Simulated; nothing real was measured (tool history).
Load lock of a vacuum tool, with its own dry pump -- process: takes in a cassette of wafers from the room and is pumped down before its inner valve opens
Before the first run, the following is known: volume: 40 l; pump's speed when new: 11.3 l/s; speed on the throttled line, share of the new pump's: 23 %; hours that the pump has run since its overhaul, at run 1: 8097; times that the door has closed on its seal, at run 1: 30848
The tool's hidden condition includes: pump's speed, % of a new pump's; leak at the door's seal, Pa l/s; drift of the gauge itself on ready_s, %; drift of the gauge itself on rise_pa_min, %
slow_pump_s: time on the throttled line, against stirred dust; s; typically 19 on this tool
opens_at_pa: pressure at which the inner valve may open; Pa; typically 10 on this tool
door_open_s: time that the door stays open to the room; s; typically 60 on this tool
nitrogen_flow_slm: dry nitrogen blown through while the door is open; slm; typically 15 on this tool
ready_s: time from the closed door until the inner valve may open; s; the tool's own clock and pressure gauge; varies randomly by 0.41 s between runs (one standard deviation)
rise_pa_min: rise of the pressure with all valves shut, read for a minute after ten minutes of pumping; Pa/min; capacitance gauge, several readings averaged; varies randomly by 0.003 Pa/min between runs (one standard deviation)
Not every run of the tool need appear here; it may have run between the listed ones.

run     day  slow_pump_s  opens_at_pa  door_open_s  nitrogen_flow_slm  hours that the pump has run since its overhaul  times that the door has closed on its seal  incoming humidity of the room's air, %  ready_s  rise_pa_min
  1   0.000           19           10           60                 15                                            8097                                       30848                                    44.5     52.3        0.320
  2   5.079           19           10           60                 15                                            8219                                       31366                                    43.4     52.5        0.323
  3  12.262           19           10           60                 15                                            8392                                       32098                                    49.8     51.8        0.341
  4  19.250           19           10           60                 15                                            8559                                       32811                                    48.0     52.3        0.346
  5  25.567           19           10           56                 15                                            8711                                       33455                                    43.1     52.6        0.347
  6  33.850           19           10           60                 15                                            8910                                       34299                                    46.3     52.9        0.354
  7  39.017           19           10           60                 15                                            9034                                       34826                                    43.5     53.0        0.374
  8  48.262           19           10           60                 15                                            9256                                       35768                                    45.7     53.2        0.383
  9  52.488           19           10           60                 15                                            9357                                       36199                                    43.2     52.4        0.394
 10  60.242           19           10           60                 15                                            9543                                       36990                                    42.9     52.3        0.414
 11  65.412           19           10           60                 33                                            9667                                       37517                                    44.4     53.6        0.412

Run 12 comes next. What will it give?
 12  71.717           20           10           60                 16                                            9819                                       38160                                    44.5        ?            ?

Run 12 yielded ready_s 54.4 s, rise_pa_min 0.420 Pa/min.
Take away the tool's hidden state, keep the run-to-run variation as it was, and the same run would have given ready_s 48.5 s, rise_pa_min 0.043 Pa/min.
